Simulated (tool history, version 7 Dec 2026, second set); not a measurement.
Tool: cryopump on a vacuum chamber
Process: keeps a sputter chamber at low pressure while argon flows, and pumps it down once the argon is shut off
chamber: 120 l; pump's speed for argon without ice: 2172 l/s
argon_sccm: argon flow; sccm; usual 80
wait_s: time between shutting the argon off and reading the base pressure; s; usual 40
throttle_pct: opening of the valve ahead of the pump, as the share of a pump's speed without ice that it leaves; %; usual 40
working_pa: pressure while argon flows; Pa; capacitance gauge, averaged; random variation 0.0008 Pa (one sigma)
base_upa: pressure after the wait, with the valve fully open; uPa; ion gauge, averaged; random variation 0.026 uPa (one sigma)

run,hour,argon_sccm,wait_s,throttle_pct,working_pa,base_upa
1,0.0,80,40,40,0.1650,1.38
2,9.2,80,159,40,0.1668,0.64
3,21.4,80,159,40,0.1652,0.62
4,36.3,80,159,40,0.1668,0.67
5,43.9,80,159,40,0.1672,0.66
6,52.7,80,40,40,0.1677,1.32
7,64.2,119,40,40,0.2483,1.32
8,76.5,119,40,40,0.2467,1.34
9,92.1,80,40,40,0.1672,1.37
10,103.9,80,40,40,0.1669,1.32
11,117.9,80,40,23,0.2797,1.40
12,130.8,80,40,23,0.2823,1.33
# hour 145.4: pump warmed up, emptied and cooled again
13,147.7,80,40,23,0.2717,1.29
14,161.3,80,40,23,0.2711,1.34
15,175.5,135,40,23,0.4593,1.34
16,182.7,135,40,23,0.4585,1.30
17,196.6,135,40,23,0.4578,1.32
18,203.8,135,40,23,0.4567,1.35
19,211.9,135,40,23,0.4564,1.36
20,224.4,46,263,19,0.1885,0.56
21,235.0,47,261,39,0.0950,0.55
22,246.5,47,32,59,0.0621,1.50
23,261.4,80,46,17,0.3669,1.25
24,272.6,71,166,16,0.3496,0.66
25,288.8,71,166,16,0.3451,0.66
26,305.3,80,42,45,0.1402,1.32
27,321.9,69,249,54,0.1018,0.56
28,339.0,111,46,23,0.3803,1.19
29,350.4,111,46,23,0.3772,1.22
30,361.6,47,25,16,0.2299,1.95
31,372.5,47,25,16,0.2312,1.89
32,382.0,47,25,16,0.2312,1.94
33,395.2,103,32,29,0.2831,1.59
34,407.7,103,32,29,0.2808,1.58
35,419.5,62,236,38,0.1301,0.57

3 ways to go on from here, each from the tool as it stands after run 35. What would each give?
A,434.4,62,198,29,?,?
B,434.4,78,236,38,?,?
C,434.4,56,28,59,?,?

run,working_pa,base_upa
A,0.1703,0.61
B,0.1625,0.59
C,0.0759,1.78
Without the tool's hidden state the same runs would have given:
run,working_pa,base_upa
A,0.1672,0.31
B,0.1585,0.28
C,0.0730,1.47

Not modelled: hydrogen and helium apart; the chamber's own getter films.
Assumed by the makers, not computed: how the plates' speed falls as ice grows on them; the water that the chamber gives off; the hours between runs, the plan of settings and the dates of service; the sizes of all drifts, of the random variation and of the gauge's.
